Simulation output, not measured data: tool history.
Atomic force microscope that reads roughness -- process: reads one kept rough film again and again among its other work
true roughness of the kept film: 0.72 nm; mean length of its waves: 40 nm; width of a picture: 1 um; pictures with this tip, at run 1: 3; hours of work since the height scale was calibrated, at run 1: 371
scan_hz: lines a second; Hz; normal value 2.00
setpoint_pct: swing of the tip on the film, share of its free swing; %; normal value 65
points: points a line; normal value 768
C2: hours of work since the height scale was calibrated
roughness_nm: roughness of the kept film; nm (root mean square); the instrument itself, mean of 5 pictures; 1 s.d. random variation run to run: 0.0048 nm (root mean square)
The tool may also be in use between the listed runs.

Run 1, hour 0.0: usual settings; pictures with this tip 3; C2 371. Result: roughness_nm 0.656 nm (root mean square).
Run 2, hour 33.1: usual settings but scan_hz 0.64 Hz; pictures with this tip 40; C2 388. Result: roughness_nm 0.674 nm (root mean square).
Run 3, hour 61.1: usual settings but scan_hz 0.64 Hz; pictures with this tip 72; C2 402. Result: roughness_nm 0.678 nm (root mean square).
Run 4, hour 96.3: usual settings but setpoint_pct 78 %; pictures with this tip 112; C2 421. Result: roughness_nm 0.591 nm (root mean square).
Run 5, hour 121.5: usual settings but setpoint_pct 57 %; pictures with this tip 140; C2 434. Result: roughness_nm 0.652 nm (root mean square).
Run 6, hour 153.2: usual settings but setpoint_pct 57 %; pictures with this tip 175; C2 450. Result: roughness_nm 0.648 nm (root mean square).
Run 7, hour 184.6: usual settings but scan_hz 3.52 Hz, setpoint_pct 57 %; pictures with this tip 211; C2 466. Result: roughness_nm 0.627 nm (root mean square).
Run 8, hour 201.4: usual settings but scan_hz 2.30 Hz, setpoint_pct 79 %, points 620; pictures with this tip 230; C2 475. Result: roughness_nm 0.559 nm (root mean square).
Run 9, hour 230.4: usual settings but scan_hz 2.30 Hz, setpoint_pct 79 %, points 620; pictures with this tip 262; C2 490. Result: roughness_nm 0.564 nm (root mean square).
Run 10, hour 249.9: usual settings but scan_hz 2.30 Hz, setpoint_pct 79 %, points 620; pictures with this tip 284; C2 500. Result: roughness_nm 0.562 nm (root mean square).
Run 11, hour 274.4: usual settings but scan_hz 2.30 Hz, setpoint_pct 79 %, points 660; pictures with this tip 312; C2 513. Result: roughness_nm 0.560 nm (root mean square).
At hour 302.7: new tip fitted.
Run 12, hour 305.0: usual settings but scan_hz 2.30 Hz, setpoint_pct 79 %, points 660; pictures with this tip 3; C2 529. Result: roughness_nm 0.580 nm (root mean square).

What will run 13 give?
Run 13, hour 340.6: usual settings but scan_hz 1.43 Hz, setpoint_pct 85 %; pictures with this tip 43; C2 547. Result: roughness_nm ?.

roughness_nm: 0.593 nm (root mean square)
On a tool with no hidden condition, and with the same random variation, this run would have come out at roughness_nm 0.602 nm (root mean square).
